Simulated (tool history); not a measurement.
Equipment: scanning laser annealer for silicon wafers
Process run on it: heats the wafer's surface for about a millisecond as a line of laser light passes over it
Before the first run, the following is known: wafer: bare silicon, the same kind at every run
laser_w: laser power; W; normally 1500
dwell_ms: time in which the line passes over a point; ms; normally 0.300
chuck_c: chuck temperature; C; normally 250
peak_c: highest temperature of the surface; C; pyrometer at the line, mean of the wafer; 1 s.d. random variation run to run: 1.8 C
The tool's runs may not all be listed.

Run 1, hour 0.0: usual settings. Result: peak_c 915 C.
Run 2, hour 50.4: usual settings. Result: peak_c 914 C.
Run 3, hour 135.8: usual settings but dwell_ms 0.332 ms. Result: peak_c 941 C.
Run 4, hour 204.9: usual settings but dwell_ms 0.301 ms. Result: peak_c 907 C.
Run 5, hour 290.5: usual settings. Result: peak_c 902 C.
Run 6, hour 378.3: usual settings but dwell_ms 0.308 ms. Result: peak_c 913 C.
Run 7, hour 472.0: usual settings. Result: peak_c 900 C.
Run 8, hour 545.4: usual settings. Result: peak_c 898 C.
At hour 564.9: optics aligned, line set to its width.
Run 9, hour 599.5: usual settings. Result: peak_c 904 C.
At hour 626.5: window over the wafer cleaned.
Run 10, hour 693.4: usual settings. Result: peak_c 894 C.
Run 11, hour 781.4: usual settings but laser_w 1462 W. Result: peak_c 871 C.
Run 12, hour 841.9: usual settings but laser_w 1442 W. Result: peak_c 860 C.
Run 13, hour 910.4: usual settings but laser_w 1442 W. Result: peak_c 855 C.
At hour 968.8: window over the wafer cleaned, once more.
Run 14, hour 981.3: usual settings but laser_w 1333 W. Result: peak_c 845 C.
Run 15, hour 1032.2: usual settings but laser_w 1463 W, dwell_ms 0.337 ms, chuck_c 257 C. Result: peak_c 969 C.
Run 16, hour 1114.3: usual settings but dwell_ms 0.305 ms. Result: peak_c 947 C.
Run 17, hour 1156.2: usual settings but dwell_ms 0.305 ms. Result: peak_c 946 C.
Run 18, hour 1240.1: usual settings but laser_w 1306 W, dwell_ms 0.273 ms, chuck_c 232 C. Result: peak_c 784 C.
Run 19, hour 1296.6: usual settings but laser_w 1306 W, dwell_ms 0.273 ms, chuck_c 232 C. Result: peak_c 782 C.
Run 20, hour 1377.8: usual settings but laser_w 1636 W, dwell_ms 0.239 ms, chuck_c 230 C. Result: peak_c 916 C.
Run 21, hour 1471.0: usual settings but laser_w 1636 W, dwell_ms 0.238 ms, chuck_c 248 C. Result: peak_c 926 C.
Run 22, hour 1541.1: usual settings but laser_w 1422 W, dwell_ms 0.238 ms, chuck_c 253 C. Result: peak_c 821 C.
Run 23, hour 1603.2: usual settings but laser_w 1408 W, dwell_ms 0.240 ms, chuck_c 275 C. Result: peak_c 838 C.
Run 24, hour 1701.3: usual settings but laser_w 1408 W, dwell_ms 0.240 ms, chuck_c 275 C. Result: peak_c 835 C.
Run 25, hour 1770.0: usual settings but laser_w 1449 W, dwell_ms 0.375 ms, chuck_c 284 C. Result: peak_c 1000 C.
Run 26, hour 1823.4: usual settings but laser_w 1407 W, chuck_c 222 C. Result: peak_c 839 C.
Run 27, hour 1905.9: usual settings but laser_w 1407 W, chuck_c 222 C. Result: peak_c 839 C.
Run 28, hour 1951.2: usual settings but chuck_c 259 C. Result: peak_c 925 C.

Each row is a separate what-if for the run after 28, all from the same tool condition, not one after another. Results?
Run A, hour 1997.0: usual settings but dwell_ms 0.311 ms, chuck_c 259 C. Result: peak_c ?.
Run B, hour 1997.0: usual settings but chuck_c 239 C. Result: peak_c ?.
Run C, hour 1997.0: usual settings but dwell_ms 0.332 ms, chuck_c 259 C. Result: peak_c ?.

run  peak_c
  A     933
  B     904
  C     955
What these runs would have given with no unlogged condition in the tool:
run  peak_c
  A     988
  B     958
  C    1011
